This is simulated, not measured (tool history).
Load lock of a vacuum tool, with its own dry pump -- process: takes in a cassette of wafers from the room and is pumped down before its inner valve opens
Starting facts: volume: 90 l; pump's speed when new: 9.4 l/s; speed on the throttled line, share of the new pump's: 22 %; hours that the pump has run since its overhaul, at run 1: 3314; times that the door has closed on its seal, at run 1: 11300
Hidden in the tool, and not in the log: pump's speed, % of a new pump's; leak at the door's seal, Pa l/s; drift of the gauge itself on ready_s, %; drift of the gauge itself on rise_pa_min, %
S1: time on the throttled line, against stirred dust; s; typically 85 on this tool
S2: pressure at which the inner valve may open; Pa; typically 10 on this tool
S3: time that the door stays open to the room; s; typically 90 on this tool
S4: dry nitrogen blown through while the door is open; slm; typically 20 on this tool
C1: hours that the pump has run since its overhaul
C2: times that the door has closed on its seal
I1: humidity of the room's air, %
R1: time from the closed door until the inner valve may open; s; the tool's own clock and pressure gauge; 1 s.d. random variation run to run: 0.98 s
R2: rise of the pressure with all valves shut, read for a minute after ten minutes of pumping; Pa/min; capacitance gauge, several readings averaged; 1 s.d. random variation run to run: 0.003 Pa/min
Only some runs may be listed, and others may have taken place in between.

{"run": 1, "hour": 0.0, "S1": 85, "S2": 10, "S3": 90, "S4": 20, "C1": 3314, "C2": 11300, "I1": 47.9, "R1": 158.8, "R2": 0.046}
{"run": 2, "hour": 55.5, "S1": 85, "S2": 10, "S3": 212, "S4": 20, "C1": 3369, "C2": 11481, "I1": 43.3, "R1": 159.9, "R2": 0.055}
{"run": 3, "hour": 121.1, "S1": 103, "S2": 10, "S3": 90, "S4": 20, "C1": 3435, "C2": 11694, "I1": 42, "R1": 173.2, "R2": 0.036}
{"run": 4, "hour": 187.5, "S1": 85, "S2": 10, "S3": 90, "S4": 20, "C1": 3501, "C2": 11910, "I1": 46.5, "R1": 157.8, "R2": 0.043}
{"run": 5, "hour": 262.9, "S1": 85, "S2": 10, "S3": 90, "S4": 20, "C1": 3577, "C2": 12155, "I1": 44, "R1": 158.3, "R2": 0.043}
{"run": 6, "hour": 357.7, "S1": 85, "S2": 10, "S3": 90, "S4": 20, "C1": 3671, "C2": 12463, "I1": 44, "R1": 158.7, "R2": 0.036}
{"run": 7, "hour": 443.2, "S1": 85, "S2": 10, "S3": 90, "S4": 20, "C1": 3757, "C2": 12742, "I1": 48.6, "R1": 158.9, "R2": 0.047}
{"run": 8, "hour": 539.6, "S1": 85, "S2": 10, "S3": 112, "S4": 20, "C1": 3853, "C2": 13055, "I1": 46.5, "R1": 158.1, "R2": 0.046}
{"run": 9, "hour": 606.6, "S1": 85, "S2": 8, "S3": 90, "S4": 20, "C1": 3920, "C2": 13273, "I1": 47.2, "R1": 161.9, "R2": 0.045}
{"run": 10, "hour": 682.6, "S1": 85, "S2": 10, "S3": 90, "S4": 20, "C1": 3996, "C2": 13520, "I1": 43.6, "R1": 157.6, "R2": 0.046}
{"run": 11, "hour": 795.1, "S1": 85, "S2": 10, "S3": 90, "S4": 20, "C1": 4109, "C2": 13886, "I1": 45.2, "R1": 158.6, "R2": 0.047}
{"run": 12, "hour": 850.9, "S1": 85, "S2": 10, "S3": 90, "S4": 20, "C1": 4165, "C2": 14067, "I1": 44.6, "R1": 158.4, "R2": 0.041}
{"run": 13, "hour": 915.7, "S1": 47, "S2": 10, "S3": 90, "S4": 20, "C1": 4229, "C2": 14278, "I1": 46.7, "R1": 130.3, "R2": 0.045}
{"run": 14, "hour": 1018.2, "S1": 85, "S2": 10, "S3": 147, "S4": 12, "C1": 4332, "C2": 14612, "I1": 44.5, "R1": 158.2, "R2": 0.061}
{"run": 15, "hour": 1096.6, "S1": 85, "S2": 10, "S3": 147, "S4": 12, "C1": 4410, "C2": 14866, "I1": 44.9, "R1": 158.8, "R2": 0.062}
{"run": 16, "hour": 1147.8, "S1": 85, "S2": 16, "S3": 72, "S4": 12, "C1": 4461, "C2": 15033, "I1": 42.8, "R1": 154.2, "R2": 0.047}
{"run": 17, "hour": 1256.0, "S1": 101, "S2": 10, "S3": 90, "S4": 20, "C1": 4570, "C2": 15385, "I1": 45.8, "R1": 172.3, "R2": 0.047}
{"run": 18, "hour": 1350.3, "S1": 69, "S2": 10, "S3": 90, "S4": 5, "C1": 4664, "C2": 15691, "I1": 44.1, "R1": 147.7, "R2": 0.053}
{"run": 19, "hour": 1419.3, "S1": 69, "S2": 10, "S3": 90, "S4": 5, "C1": 4733, "C2": 15916, "I1": 41.5, "R1": 147, "R2": 0.06}
{"run": 20, "hour": 1518.7, "S1": 85, "S2": 10, "S3": 90, "S4": 26, "C1": 4832, "C2": 16239, "I1": 46.2, "R1": 161, "R2": 0.042}
{"run": 21, "hour": 1623.2, "S1": 85, "S2": 10, "S3": 40, "S4": 14, "C1": 4937, "C2": 16579, "I1": 45.2, "R1": 158.6, "R2": 0.037}
{"run": 22, "hour": 1679.7, "S1": 85, "S2": 10, "S3": 40, "S4": 14, "C1": 4993, "C2": 16763, "I1": 45.1, "R1": 160.7, "R2": 0.039}
{"run": 23, "hour": 1772.8, "S1": 78, "S2": 10, "S3": 90, "S4": 7, "C1": 5086, "C2": 17065, "I1": 45.5, "R1": 156.8, "R2": 0.064}
{"run": 24, "hour": 1887.1, "S1": 78, "S2": 17, "S3": 141, "S4": 7, "C1": 5201, "C2": 17437, "I1": 47.8, "R1": 149.2, "R2": 0.076}
{"run": 25, "hour": 1939.5, "S1": 85, "S2": 10, "S3": 90, "S4": 20, "C1": 5253, "C2": 17608, "I1": 44.7, "R1": 158.8, "R2": 0.056}

What if the next run were any one of these 5? Each begins from the tool's condition after run 25:
{"run": "A", "hour": 1993.2, "S1": 85, "S2": 14, "S3": 90, "S4": 25, "C1": 5307, "C2": 17782, "I1": 46.2, "R1": "?", "R2": "?"}
{"run": "B", "hour": 1993.2, "S1": 56, "S2": 10, "S3": 90, "S4": 10, "C1": 5307, "C2": 17782, "I1": 46.7, "R1": "?", "R2": "?"}
{"run": "C", "hour": 1993.2, "S1": 85, "S2": 11, "S3": 90, "S4": 4, "C1": 5307, "C2": 17782, "I1": 43, "R1": "?", "R2": "?"}
{"run": "D", "hour": 1993.2, "S1": 98, "S2": 10, "S3": 40, "S4": 20, "C1": 5307, "C2": 17782, "I1": 50.2, "R1": "?", "R2": "?"}
{"run": "E", "hour": 1993.2, "S1": 85, "S2": 16, "S3": 90, "S4": 20, "C1": 5307, "C2": 17782, "I1": 44.5, "R1": "?", "R2": "?"}

run=A R1=156.6 R2=0.046
run=B R1=137.4 R2=0.066
run=C R1=157.2 R2=0.067
run=D R1=170.5 R2=0.047
run=E R1=154.5 R2=0.048
With no hidden state in the tool, these same runs would have given:
run=A R1=152 R2=0.025
run=B R1=131.9 R2=0.045
run=C R1=152.5 R2=0.046
run=D R1=165.9 R2=0.026
run=E R1=150 R2=0.027
